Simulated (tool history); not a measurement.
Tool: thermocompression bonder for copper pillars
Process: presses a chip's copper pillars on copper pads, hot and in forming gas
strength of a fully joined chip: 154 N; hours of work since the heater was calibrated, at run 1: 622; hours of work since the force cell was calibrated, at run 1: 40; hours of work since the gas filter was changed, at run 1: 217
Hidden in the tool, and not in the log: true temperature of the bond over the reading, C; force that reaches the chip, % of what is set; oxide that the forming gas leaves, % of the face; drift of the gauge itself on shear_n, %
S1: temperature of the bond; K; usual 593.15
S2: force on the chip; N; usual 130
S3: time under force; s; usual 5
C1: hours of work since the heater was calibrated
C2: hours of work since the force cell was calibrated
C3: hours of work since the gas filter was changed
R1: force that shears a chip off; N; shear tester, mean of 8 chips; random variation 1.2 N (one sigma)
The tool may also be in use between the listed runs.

run   hour      S1   S2  S3   C1   C2   C3     R1
  1    0.0  593.15  130   5  622   40  217   96.8
  2    6.2  593.15  130   5  624   43  219   96.2
  3   12.5  593.15  130   5  627   45  222   95.8
  4   23.1  593.15  130   5  631   50  226   98.3
  5   30.8  593.15  130   5  635   53  229   99.2
  6   40.5  593.15  130   5  639   57  233   98.4
  7   49.1  610.15  130   5  642   60  237  105.8
  8   55.9  610.15  130   5  645   63  240  106.4
  9   65.3  610.15  130   5  649   67  244  107.3
 10   71.9  610.15  130   5  652   70  246  108.4
 11   80.9  593.15  116   5  655   74  250   94.7
 12   89.3  593.15  130  14  659   77  254  123.5
 13   95.0  589.15  108   4  661   79  256   82.3
 14  105.8  574.15  177   4  666   84  260   88.6
 15  112.4  622.15  111   5  668   87  263  109.7
 16  118.8  622.15  111   5  671   89  266  108.7
 17  131.0  622.15  111   5  676   94  271  109.3
 18  137.7  591.15  102   6  679   97  274   90.4
 19  146.2  583.15  130   5  682  101  277   91.5
 20  156.5  604.15  100   5  687  105  281   93.4
 21  168.6  603.15  130   9  692  110  286  117.4
 22  176.9  603.15  140   9  695  113  290  117.6
 23  184.6  603.15  140   9  698  116  293  121.8

5 ways to go on from here, each from the tool as it stands after run 23. What would each give?
  A  192.3  593.15  123   5  701  120  296   ?
  B  192.3  601.15  144  11  701  120  296   ?
  C  192.3  601.15   81   9  701  120  296   ?
  D  192.3  619.15  185   4  701  120  296   ?
  E  192.3  588.15  169   9  701  120  296   ?

run     R1
  A   94.1
  B  123.9
  C   97.1
  D  117.2
  E  118.3
Without the tool's hidden state the same runs would have given:
run     R1
  A  107.0
  B  135.6
  C  109.6
  D  129.0
  E  130.9

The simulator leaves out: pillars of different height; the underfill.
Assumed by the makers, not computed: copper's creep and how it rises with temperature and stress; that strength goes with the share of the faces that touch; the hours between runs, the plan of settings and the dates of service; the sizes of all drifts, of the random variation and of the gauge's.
